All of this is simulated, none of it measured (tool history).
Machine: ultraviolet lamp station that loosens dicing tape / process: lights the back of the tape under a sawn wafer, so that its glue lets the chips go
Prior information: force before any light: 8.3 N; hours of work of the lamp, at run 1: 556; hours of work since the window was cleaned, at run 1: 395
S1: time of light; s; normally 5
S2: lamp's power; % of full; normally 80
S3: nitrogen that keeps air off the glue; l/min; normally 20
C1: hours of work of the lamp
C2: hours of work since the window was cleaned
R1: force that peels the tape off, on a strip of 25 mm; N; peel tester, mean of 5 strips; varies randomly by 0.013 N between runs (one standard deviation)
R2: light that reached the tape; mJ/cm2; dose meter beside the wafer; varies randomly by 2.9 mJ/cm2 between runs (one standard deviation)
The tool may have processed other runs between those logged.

Run 1, hour 0.0: usual settings; C1 556; C2 395. Result: R1 0.923 N, R2 334 mJ/cm2.
Run 2, hour 40.0: usual settings; C1 574; C2 413. Result: R1 0.933 N, R2 325 mJ/cm2.
Run 3, hour 75.2: usual settings; C1 589; C2 429. Result: R1 0.931 N, R2 327 mJ/cm2.
Run 4, hour 106.4: usual settings but S2 74 % of full; C1 603; C2 443. Result: R1 1.086 N, R2 296 mJ/cm2.
Run 5, hour 144.9: usual settings but S3 8 l/min; C1 620; C2 460. Result: R1 1.721 N, R2 320 mJ/cm2.
Run 6, hour 167.8: usual settings but S3 8 l/min; C1 631; C2 470. Result: R1 1.769 N, R2 315 mJ/cm2.
Run 7, hour 195.7: usual settings but S2 74 % of full, S3 8 l/min; C1 643; C2 482. Result: R1 1.951 N, R2 291 mJ/cm2.
Run 8, hour 217.3: usual settings but S2 74 % of full, S3 8 l/min; C1 653; C2 492. Result: R1 2.032 N, R2 291 mJ/cm2.
Run 9, hour 261.6: usual settings but S2 68 % of full; C1 673; C2 512. Result: R1 1.317 N, R2 264 mJ/cm2.
Run 10, hour 285.5: usual settings; C1 683; C2 522. Result: R1 1.055 N, R2 310 mJ/cm2.
Run 11, hour 324.6: usual settings; C1 701; C2 540. Result: R1 1.045 N, R2 310 mJ/cm2.
Run 12, hour 346.0: usual settings but S2 67 % of full; C1 710; C2 549. Result: R1 1.450 N, R2 253 mJ/cm2.
Run 13, hour 384.0: usual settings but S2 67 % of full; C1 727; C2 566. Result: R1 1.483 N, R2 251 mJ/cm2.
Run 14, hour 412.3: usual settings but S2 67 % of full; C1 740; C2 579. Result: R1 1.470 N, R2 254 mJ/cm2.
Run 15, hour 445.1: usual settings but S2 67 % of full; C1 754; C2 594. Result: R1 1.468 N, R2 257 mJ/cm2.
Run 16, hour 488.6: usual settings but S2 67 % of full; C1 774; C2 613. Result: R1 1.488 N, R2 246 mJ/cm2.
Run 17, hour 522.3: usual settings but S2 67 % of full; C1 789; C2 628. Result: R1 1.446 N, R2 246 mJ/cm2.
At hour 526.2: window cleaned of glue's vapour.
Run 18, hour 548.0: usual settings but S2 67 % of full; C1 800; C2 10. Result: R1 1.702 N, R2 229 mJ/cm2.
Run 19, hour 589.5: usual settings but S2 67 % of full; C1 819; C2 28. Result: R1 1.669 N, R2 226 mJ/cm2.
Run 20, hour 635.5: usual settings but S2 67 % of full; C1 839; C2 49. Result: R1 1.732 N, R2 224 mJ/cm2.
Run 21, hour 669.9: usual settings but S2 67 % of full; C1 854; C2 64. Result: R1 1.726 N, R2 228 mJ/cm2.
At hour 686.3: window cleaned of glue's vapour, once more.
Run 22, hour 689.9: usual settings; C1 863; C2 2. Result: R1 0.987 N, R2 320 mJ/cm2.
Run 23, hour 709.5: usual settings but S1 2 s; C1 872; C2 10. Result: R1 3.263 N, R2 126 mJ/cm2.
Run 24, hour 744.0: usual settings but S1 3 s, S3 26 l/min; C1 887; C2 26. Result: R1 1.950 N, R2 188 mJ/cm2.
Run 25, hour 773.6: usual settings but S1 4 s, S2 88 % of full, S3 26 l/min; C1 900; C2 39. Result: R1 1.083 N, R2 277 mJ/cm2.
Run 26, hour 805.7: usual settings but S1 4 s, S2 67 % of full, S3 25 l/min; C1 915; C2 53. Result: R1 1.754 N, R2 206 mJ/cm2.
Run 27, hour 853.7: usual settings but S1 4 s, S2 67 % of full, S3 25 l/min; C1 936; C2 75. Result: R1 1.781 N, R2 208 mJ/cm2.
Run 28, hour 881.2: usual settings but S1 8 s, S2 90 % of full, S3 27 l/min; C1 949; C2 87. Result: R1 0.318 N, R2 558 mJ/cm2.
Run 29, hour 921.7: usual settings but S1 8 s, S2 90 % of full, S3 27 l/min; C1 967; C2 105. Result: R1 0.314 N, R2 554 mJ/cm2.
Run 30, hour 948.6: usual settings but S1 2 s, S3 33 l/min; C1 979; C2 117. Result: R1 3.004 N, R2 124 mJ/cm2.
Run 31, hour 996.0: usual settings but S2 93 % of full, S3 9 l/min; C1 1000; C2 138. Result: R1 1.420 N, R2 351 mJ/cm2.
Run 32, hour 1027.0: usual settings but S1 4 s, S2 88 % of full, S3 14 l/min; C1 1014; C2 152. Result: R1 1.650 N, R2 263 mJ/cm2.
Run 33, hour 1070.0: usual settings but S1 2 s, S3 32 l/min; C1 1033; C2 171. Result: R1 3.133 N, R2 118 mJ/cm2.
Run 34, hour 1098.6: usual settings but S1 2 s, S3 32 l/min; C1 1046; C2 184. Result: R1 3.153 N, R2 120 mJ/cm2.
Run 35, hour 1131.9: usual settings but S1 2 s, S3 32 l/min; C1 1060; C2 199. Result: R1 3.226 N, R2 121 mJ/cm2.
Run 36, hour 1175.8: usual settings but S2 64 % of full, S3 23 l/min; C1 1080; C2 218. Result: R1 1.555 N, R2 230 mJ/cm2.
Run 37, hour 1223.3: usual settings but S2 64 % of full, S3 23 l/min; C1 1101; C2 240. Result: R1 1.565 N, R2 228 mJ/cm2.
Run 38, hour 1259.6: usual settings but S1 3 s, S2 75 % of full, S3 15 l/min; C1 1117; C2 256. Result: R1 3.066 N, R2 156 mJ/cm2.
Run 39, hour 1291.3: usual settings but S1 2 s, S3 9 l/min; C1 1131; C2 270. Result: R1 4.650 N, R2 115 mJ/cm2.
Run 40, hour 1314.7: usual settings but S3 17 l/min; C1 1142; C2 280. Result: R1 1.389 N, R2 279 mJ/cm2.
Run 41, hour 1360.3: usual settings but S1 2 s, S2 65 % of full; C1 1162; C2 301. Result: R1 4.384 N, R2 89 mJ/cm2.
Run 42, hour 1393.0: usual settings but S1 9 s, S3 37 l/min; C1 1177; C2 315. Result: R1 0.329 N, R2 500 mJ/cm2.
Run 43, hour 1423.4: usual settings but S1 9 s, S3 7 l/min; C1 1190; C2 329. Result: R1 0.957 N, R2 494 mJ/cm2.

Consider 4 possible next runs. They are alternatives, not a sequence: every one starts from the tool as it was left by run 43. What does each give?
Run A, hour 1456.7: usual settings but S1 9 s, S2 68 % of full, S3 40 l/min; C1 1205; C2 344. Result: R1 ?, R2 ?.
Run B, hour 1456.7: usual settings but S1 3 s, S2 61 % of full, S3 25 l/min; C1 1205; C2 344. Result: R1 ?, R2 ?.
Run C, hour 1456.7: usual settings but S1 3 s, S2 87 % of full, S3 23 l/min; C1 1205; C2 344. Result: R1 ?, R2 ?.
Run D, hour 1456.7: usual settings but S2 73 % of full; C1 1205; C2 344. Result: R1 ?, R2 ?.

run     R1   R2
  A  0.413  425
  B  3.327  128
  C  2.282  182
  D  1.516  250
With no hidden state in the tool, these same runs would have given:
run     R1   R2
  A  0.263  648
  B  2.064  194
  C  1.222  277
  D  0.718  382
